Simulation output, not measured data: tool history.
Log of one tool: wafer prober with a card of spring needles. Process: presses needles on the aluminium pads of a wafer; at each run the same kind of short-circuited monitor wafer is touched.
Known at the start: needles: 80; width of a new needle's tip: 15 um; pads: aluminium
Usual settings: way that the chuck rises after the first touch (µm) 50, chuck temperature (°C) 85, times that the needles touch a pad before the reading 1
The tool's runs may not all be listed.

run     day  way that the chuck rises after the first touch (µm)  chuck temperature (°C)  times that the needles touch a pad before the reading  resistance of one needle with its contact and lead (mohm)  way that a needle slides on the pad (µm)
  1   0.000                                                   50                      85                                                      1                                                        148                                      8.27
      0.175  -- tips cleaned on abrasive film
      0.404  -- tips cleaned on abrasive film
      0.692  -- tips cleaned on abrasive film
      0.925  -- tips cleaned on abrasive film
  2   1.071                                                   50                      85                                                      1                                                        152                                      8.31
      1.188  -- tips cleaned on abrasive film
      1.475  -- tips cleaned on abrasive film
      1.762  -- tips cleaned on abrasive film
      2.050  -- tips cleaned on abrasive film
      2.338  -- tips cleaned on abrasive film
  3   2.558                                                   50                      69                                                      1                                                        162                                      8.34
      2.621  -- tips cleaned on abrasive film
      2.908  -- tips cleaned on abrasive film
      3.196  -- tips cleaned on abrasive film
      3.483  -- tips cleaned on abrasive film
      3.729  -- tips cleaned on abrasive film
  4   3.729                                                   50                      69                                                      1                                                        134                                      8.17
      4.017  -- tips cleaned on abrasive film
      4.304  -- tips cleaned on abrasive film
      4.533  -- tips cleaned on abrasive film
  5   4.725                                                   50                      85                                                      1                                                        160                                      8.02
      4.783  -- tips cleaned on abrasive film
      5.017  -- tips cleaned on abrasive film
      5.304  -- tips cleaned on abrasive film
      5.592  -- tips cleaned on abrasive film
      5.875  -- tips cleaned on abrasive film
      6.158  -- tips cleaned on abrasive film
  6   6.158                                                   50                      85                                                      1                                                        138                                      8.25
      6.446  -- tips cleaned on abrasive film
      6.733  -- tips cleaned on abrasive film
      7.021  -- tips cleaned on abrasive film
      7.250  -- tips cleaned on abrasive film
      7.529  -- tips cleaned on abrasive film
  7   7.529                                                   34                      45                                                      1                                                        141                                      5.21
      7.596  -- height of the first contact set anew
      7.829  -- tips cleaned on abrasive film
      8.117  -- tips cleaned on abrasive film
      8.404  -- tips cleaned on abrasive film
  8   8.550                                                   34                      57                                                      2                                                        167                                      4.99
      8.667  -- tips cleaned on abrasive film
      8.954  -- tips cleaned on abrasive film
      9.242  -- tips cleaned on abrasive film
      9.529  -- tips cleaned on abrasive film
      9.817  -- tips cleaned on abrasive film
     10.100  -- tips cleaned on abrasive film
  9  10.100                                                   35                      41                                                      2                                                        140                                      4.95
     10.388  -- tips cleaned on abrasive film
     10.675  -- tips cleaned on abrasive film
     10.962  -- tips cleaned on abrasive film
 10  11.129                                                   44                      85                                                      2                                                        160                                      6.53
     11.196  -- height of the first contact set anew, once more
     11.258  -- tips cleaned on abrasive film
     11.488  -- tips cleaned on abrasive film
     11.775  -- tips cleaned on abrasive film
     12.062  -- tips cleaned on abrasive film
     12.350  -- tips cleaned on abrasive film
 11  12.367                                                   44                      88                                                      1                                                        141                                      7.33

Forecast each of these 5 alternatives for the next run:
     12.596  -- tips cleaned on abrasive film
     12.883  -- tips cleaned on abrasive film
     13.171  -- tips cleaned on abrasive film
     13.458  -- tips cleaned on abrasive film
     13.746  -- tips cleaned on abrasive film
     14.025  -- tips cleaned on abrasive film
  A  14.025                                                   50                      38                                                      2                                                          ?                                         ?
     12.596  -- tips cleaned on abrasive film
     12.883  -- tips cleaned on abrasive film
     13.171  -- tips cleaned on abrasive film
     13.458  -- tips cleaned on abrasive film
     13.746  -- tips cleaned on abrasive film
     14.025  -- tips cleaned on abrasive film
  B  14.025                                                   45                     123                                                      2                                                          ?                                         ?
     12.596  -- tips cleaned on abrasive film
     12.883  -- tips cleaned on abrasive film
     13.171  -- tips cleaned on abrasive film
     13.458  -- tips cleaned on abrasive film
     13.746  -- tips cleaned on abrasive film
     14.025  -- tips cleaned on abrasive film
  C  14.025                                                   40                      44                                                      1                                                          ?                                         ?
     12.596  -- tips cleaned on abrasive film
     12.883  -- tips cleaned on abrasive film
     13.171  -- tips cleaned on abrasive film
     13.458  -- tips cleaned on abrasive film
     13.746  -- tips cleaned on abrasive film
     14.025  -- tips cleaned on abrasive film
  D  14.025                                                   35                      45                                                      1                                                          ?                                         ?
     12.596  -- tips cleaned on abrasive film
     12.883  -- tips cleaned on abrasive film
     13.171  -- tips cleaned on abrasive film
     13.458  -- tips cleaned on abrasive film
     13.746  -- tips cleaned on abrasive film
     14.025  -- tips cleaned on abrasive film
  E  14.025                                                   50                      83                                                      2                                                          ?                                         ?

run  resistance of one needle with its contact and lead (mohm)  way that a needle slides on the pad (µm)
  A                                                        129                                      8.35
  B                                                        144                                      7.75
  C                                                        133                                      6.61
  D                                                        138                                      5.95
  E                                                        133                                      8.45
Without the tool's hidden state the same runs would have given:
run  resistance of one needle with its contact and lead (mohm)  way that a needle slides on the pad (µm)
  A                                                        126                                      8.53
  B                                                        141                                      7.94
  C                                                        127                                      6.79
  D                                                        130                                      6.13
  E                                                        129                                      8.63
